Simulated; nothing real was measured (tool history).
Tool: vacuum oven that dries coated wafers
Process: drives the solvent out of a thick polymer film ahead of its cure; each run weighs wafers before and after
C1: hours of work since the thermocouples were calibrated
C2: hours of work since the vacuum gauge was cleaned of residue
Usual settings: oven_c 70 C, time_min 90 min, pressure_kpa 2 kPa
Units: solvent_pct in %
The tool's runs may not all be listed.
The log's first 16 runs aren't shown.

{"run": 17, "hour": 631.7, "oven_c": 70, "time_min": 90, "pressure_kpa": 2, "C1": 1234, "C2": 94, "solvent_pct": 4.77}
{"run": 18, "hour": 666.2, "oven_c": 74, "time_min": 57, "pressure_kpa": 5.27, "C1": 1251, "C2": 110, "solvent_pct": 7.35}
{"run": 19, "hour": 701.5, "oven_c": 70, "time_min": 65, "pressure_kpa": 1.31, "C1": 1268, "C2": 127, "solvent_pct": 5.19}
{"run": 20, "hour": 728.4, "oven_c": 81, "time_min": 65, "pressure_kpa": 1.31, "C1": 1281, "C2": 140, "solvent_pct": 2}
{"run": 21, "hour": 773.7, "oven_c": 81, "time_min": 65, "pressure_kpa": 1.31, "C1": 1303, "C2": 162, "solvent_pct": 1.99}
{"run": 22, "hour": 814.9, "oven_c": 81, "time_min": 65, "pressure_kpa": 1.31, "C1": 1322, "C2": 182, "solvent_pct": 1.94}
{"run": 23, "hour": 842.5, "oven_c": 81, "time_min": 65, "pressure_kpa": 1.31, "C1": 1336, "C2": 195, "solvent_pct": 1.91}
{"hour": 874.2, "done": "oven's thermocouples calibrated"}
{"run": 24, "hour": 879.8, "oven_c": 81, "time_min": 65, "pressure_kpa": 1.31, "C1": 3, "C2": 212, "solvent_pct": 1.52}
{"run": 25, "hour": 920.7, "oven_c": 81, "time_min": 65, "pressure_kpa": 1.31, "C1": 22, "C2": 232, "solvent_pct": 1.57}
{"run": 26, "hour": 962.9, "oven_c": 81, "time_min": 65, "pressure_kpa": 1.31, "C1": 43, "C2": 252, "solvent_pct": 1.66}
{"run": 27, "hour": 1014.3, "oven_c": 71, "time_min": 66, "pressure_kpa": 7.09, "C1": 67, "C2": 277, "solvent_pct": 9.04}
{"run": 28, "hour": 1036.4, "oven_c": 74, "time_min": 137, "pressure_kpa": 1.38, "C1": 78, "C2": 287, "solvent_pct": 1.66}
{"run": 29, "hour": 1077.5, "oven_c": 75, "time_min": 137, "pressure_kpa": 6.98, "C1": 98, "C2": 307, "solvent_pct": 6.38}
{"run": 30, "hour": 1118.4, "oven_c": 70, "time_min": 89, "pressure_kpa": 3.24, "C1": 117, "C2": 326, "solvent_pct": 5.2}
{"run": 31, "hour": 1166.9, "oven_c": 61, "time_min": 71, "pressure_kpa": 1.19, "C1": 140, "C2": 350, "solvent_pct": 7.42}
{"run": 32, "hour": 1199.3, "oven_c": 61, "time_min": 71, "pressure_kpa": 1.19, "C1": 156, "C2": 365, "solvent_pct": 7.48}
{"run": 33, "hour": 1221.9, "oven_c": 61, "time_min": 71, "pressure_kpa": 1.19, "C1": 167, "C2": 376, "solvent_pct": 7.67}

3 ways to go on from here, each from the tool as it stands after run 33. What would each give?
{"run": "A", "hour": 1251.6, "oven_c": 70, "time_min": 118, "pressure_kpa": 1.18, "C1": 181, "C2": 390, "solvent_pct": "?"}
{"run": "B", "hour": 1251.6, "oven_c": 70, "time_min": 90, "pressure_kpa": 6.79, "C1": 181, "C2": 390, "solvent_pct": "?"}
{"run": "C", "hour": 1251.6, "oven_c": 73, "time_min": 76, "pressure_kpa": 1.41, "C1": 181, "C2": 390, "solvent_pct": "?"}

run=A solvent_pct=2.7
run=B solvent_pct=8.44
run=C solvent_pct=3.3
Without the tool's hidden state the same runs would have given:
run=A solvent_pct=2.71
run=B solvent_pct=8.49
run=C solvent_pct=3.34

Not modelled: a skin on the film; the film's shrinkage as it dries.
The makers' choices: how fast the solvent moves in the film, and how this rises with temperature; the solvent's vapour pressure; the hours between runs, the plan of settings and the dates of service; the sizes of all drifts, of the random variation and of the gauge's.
